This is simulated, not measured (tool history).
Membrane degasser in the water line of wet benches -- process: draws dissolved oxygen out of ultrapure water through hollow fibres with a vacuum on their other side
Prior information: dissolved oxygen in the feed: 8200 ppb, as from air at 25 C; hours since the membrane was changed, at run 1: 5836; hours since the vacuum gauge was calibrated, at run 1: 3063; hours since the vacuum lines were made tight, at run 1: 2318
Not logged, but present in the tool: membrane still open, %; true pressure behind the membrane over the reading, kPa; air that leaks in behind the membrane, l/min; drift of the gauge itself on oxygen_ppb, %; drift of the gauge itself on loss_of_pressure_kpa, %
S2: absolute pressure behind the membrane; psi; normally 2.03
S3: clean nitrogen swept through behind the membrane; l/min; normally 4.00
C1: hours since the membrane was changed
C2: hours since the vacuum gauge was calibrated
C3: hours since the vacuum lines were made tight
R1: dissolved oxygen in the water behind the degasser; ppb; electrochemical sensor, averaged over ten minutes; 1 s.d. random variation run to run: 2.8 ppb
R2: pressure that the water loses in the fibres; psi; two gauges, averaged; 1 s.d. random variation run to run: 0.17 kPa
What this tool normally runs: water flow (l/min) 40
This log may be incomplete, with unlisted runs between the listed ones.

Run 1, hour 0.0: usual settings; C1 5836; C2 3063; C3 2318. Result: R1 290.5 ppb, R2 4.173 psi.
Run 2, hour 115.6: usual settings; C1 5951; C2 3178; C3 2434. Result: R1 285.4 ppb, R2 4.173 psi.
Run 3, hour 228.2: usual settings; C1 6064; C2 3291; C3 2547. Result: R1 287.0 ppb, R2 4.235 psi.
Run 4, hour 348.4: usual settings but S3 7.10 l/min; C1 6184; C2 3411; C3 2667. Result: R1 183.9 ppb, R2 4.196 psi.
Run 5, hour 444.9: usual settings but S3 7.10 l/min; C1 6280; C2 3507; C3 2763. Result: R1 183.9 ppb, R2 4.218 psi.
Run 6, hour 538.0: usual settings but S3 7.10 l/min; C1 6374; C2 3601; C3 2856. Result: R1 188.1 ppb, R2 4.247 psi.
At hour 573.8: vacuum gauge calibrated.
Run 7, hour 673.5: usual settings but S3 7.10 l/min; C1 6509; C2 100; C3 2991. Result: R1 187.9 ppb, R2 4.203 psi.
Run 8, hour 796.1: usual settings but S3 7.10 l/min; C1 6631; C2 222; C3 3114. Result: R1 189.7 ppb, R2 4.219 psi.
At hour 808.0: vacuum gauge calibrated, once more.
Run 9, hour 922.0: usual settings but S3 7.10 l/min; C1 6757; C2 114; C3 3239. Result: R1 185.2 ppb, R2 4.179 psi.
Run 10, hour 1001.7: usual settings but S2 1.33 psi, S3 7.10 l/min; C1 6836; C2 194; C3 3319. Result: R1 120.0 ppb, R2 4.231 psi.
Run 11, hour 1095.6: usual settings but S2 1.33 psi, S3 7.10 l/min; C1 6930; C2 288; C3 3413. Result: R1 120.4 ppb, R2 4.244 psi.
Run 12, hour 1234.2: usual settings but water flow (l/min) 33; C1 7069; C2 426; C3 3552. Result: R1 234.6 ppb, R2 3.478 psi.
Run 13, hour 1304.6: usual settings but S2 4.73 psi; C1 7139; C2 497; C3 3622. Result: R1 684.7 ppb, R2 4.242 psi.
Run 14, hour 1393.6: usual settings but S2 4.73 psi; C1 7228; C2 586; C3 3711. Result: R1 684.5 ppb, R2 4.208 psi.
Run 15, hour 1529.0: usual settings; C1 7364; C2 721; C3 3846. Result: R1 291.4 ppb, R2 4.210 psi.
Run 16, hour 1625.7: usual settings; C1 7460; C2 818; C3 3943. Result: R1 286.4 ppb, R2 4.173 psi.
Run 17, hour 1736.2: usual settings but water flow (l/min) 26, S2 3.41 psi, S3 2.24 l/min; C1 7571; C2 928; C3 4054. Result: R1 543.0 ppb, R2 2.714 psi.
Run 18, hour 1883.0: usual settings but water flow (l/min) 32, S3 6.31 l/min; C1 7718; C2 1075; C3 4200. Result: R1 154.2 ppb, R2 3.391 psi.
Run 19, hour 1966.8: usual settings but water flow (l/min) 41, S3 3.11 l/min; C1 7801; C2 1159; C3 4284. Result: R1 359.2 ppb, R2 4.377 psi.
Run 20, hour 2069.4: usual settings but water flow (l/min) 32, S3 3.15 l/min; C1 7904; C2 1261; C3 4387. Result: R1 279.7 ppb, R2 3.443 psi.
Run 21, hour 2167.9: usual settings but water flow (l/min) 32, S2 1.58 psi, S3 2.54 l/min; C1 8003; C2 1360; C3 4485. Result: R1 241.6 ppb, R2 3.366 psi.
Run 22, hour 2321.3: usual settings but water flow (l/min) 32, S2 1.58 psi, S3 2.54 l/min; C1 8156; C2 1513; C3 4639. Result: R1 244.0 ppb, R2 3.437 psi.
Run 23, hour 2450.3: usual settings but water flow (l/min) 27, S3 4.41 l/min; C1 8285; C2 1642; C3 4768. Result: R1 172.1 ppb, R2 2.899 psi.
Run 24, hour 2560.0: usual settings but water flow (l/min) 34, S2 3.05 psi, S3 5.53 l/min; C1 8395; C2 1752; C3 4877. Result: R1 285.7 ppb, R2 3.698 psi.
Run 25, hour 2648.1: usual settings but water flow (l/min) 36, S2 3.16 psi; C1 8483; C2 1840; C3 4966. Result: R1 423.2 ppb, R2 3.800 psi.
Run 26, hour 2783.5: usual settings but water flow (l/min) 36, S2 3.16 psi; C1 8618; C2 1976; C3 5101. Result: R1 417.6 ppb, R2 3.846 psi.
Run 27, hour 2935.2: usual settings but water flow (l/min) 30, S2 1.54 psi, S3 10.36 l/min; C1 8770; C2 2127; C3 5253. Result: R1 74.2 ppb, R2 3.205 psi.
Run 28, hour 3048.9: usual settings but water flow (l/min) 39, S2 1.46 psi, S3 3.36 l/min; C1 8884; C2 2241; C3 5366. Result: R1 223.7 ppb, R2 4.173 psi.
Run 29, hour 3184.5: usual settings but water flow (l/min) 39, S2 1.65 psi, S3 2.05 l/min; C1 9019; C2 2377; C3 5502. Result: R1 377.3 ppb, R2 4.163 psi.
Run 30, hour 3269.7: usual settings but water flow (l/min) 39, S2 1.65 psi, S3 2.05 l/min; C1 9104; C2 2462; C3 5587. Result: R1 379.8 ppb, R2 4.171 psi.
Run 31, hour 3385.2: usual settings but water flow (l/min) 39, S2 1.65 psi, S3 2.05 l/min; C1 9220; C2 2577; C3 5703. Result: R1 380.3 ppb, R2 4.199 psi.

Each row is a separate what-if for the run after 31, all from the same tool condition, not one after another. Results?
Run A, hour 3511.0: usual settings but water flow (l/min) 43, S2 1.32 psi; C1 9346; C2 2703; C3 5828. Result: R1 ?, R2 ?.
Run B, hour 3511.0: usual settings but S3 3.19 l/min; C1 9346; C2 2703; C3 5828. Result: R1 ?, R2 ?.
Run C, hour 3511.0: usual settings but water flow (l/min) 54, S2 1.65 psi, S3 2.05 l/min; C1 9346; C2 2703; C3 5828. Result: R1 ?, R2 ?.

run     R1     R2
  A  199.9  4.596
  B  346.1  4.284
  C  523.1  5.816
What these runs would have given with no unlogged condition in the tool:
run     R1     R2
  A  182.6  4.335
  B  329.9  4.041
  C  496.4  5.488
